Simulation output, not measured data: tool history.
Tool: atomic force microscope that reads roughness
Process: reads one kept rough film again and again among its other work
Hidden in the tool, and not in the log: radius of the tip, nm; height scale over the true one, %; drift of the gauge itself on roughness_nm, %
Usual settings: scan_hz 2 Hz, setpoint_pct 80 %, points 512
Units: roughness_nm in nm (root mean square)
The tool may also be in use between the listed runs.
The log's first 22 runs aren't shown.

run,day,scan_hz,setpoint_pct,points,pictures with this tip,hours of work since the height scale was calibrated,roughness_nm
23,57.779,2,80,504,64,738,2.786
24,60.096,1.04,72,512,121,765,2.915
25,62.596,1.04,72,512,182,794,2.635
# day 63.179: new tip fitted
26,64.821,1.04,74,673,41,819,3.276
27,67.521,1.04,74,356,107,850,2.917
28,69.879,2.26,73,719,165,878,2.483
# day 71.071: new tip fitted
29,72.746,2,80,543,42,910,2.89
30,75.058,2.75,80,377,99,937,2.463
31,77.562,2.75,80,377,161,966,2.257
# day 79.104: new tip fitted
32,80.433,0.84,86,820,33,999,3.202
33,83.617,0.84,86,820,111,1035,2.807
# day 86.9: new tip fitted
34,87.188,0.87,65,849,7,1076,3.655
35,90.675,1.29,65,391,93,1117,3.083
36,93.6,0.81,89,512,165,1150,2.616
# day 94.867: new tip fitted
37,96.533,0.81,89,498,41,1184,3.105
38,99.342,0.81,89,498,110,1216,2.777
39,100.908,0.81,89,498,149,1234,2.622
# day 102.804: new tip fitted
40,102.883,2,82,584,2,1257,3.087
41,104.833,2,82,584,50,1279,2.85
42,107.296,2,82,584,111,1308,2.595
43,109.708,2,63,822,171,1336,2.703
# day 110.788: new tip fitted
44,111.3,3.06,80,567,12,1354,2.832
45,114.746,3.28,80,415,97,1393,2.407

Forecast each of these 4 alternatives for the next run:
A,118.083,2,87,512,180,1432,?
B,118.083,2,80,312,180,1432,?
C,118.083,2,72,512,180,1432,?
D,118.083,3.12,67,431,180,1432,?

run,roughness_nm
A,2.212
B,2.347
C,2.505
D,2.439
Without the tool's hidden state the same runs would have given:
run,roughness_nm
A,2.931
B,3.108
C,3.317
D,3.232

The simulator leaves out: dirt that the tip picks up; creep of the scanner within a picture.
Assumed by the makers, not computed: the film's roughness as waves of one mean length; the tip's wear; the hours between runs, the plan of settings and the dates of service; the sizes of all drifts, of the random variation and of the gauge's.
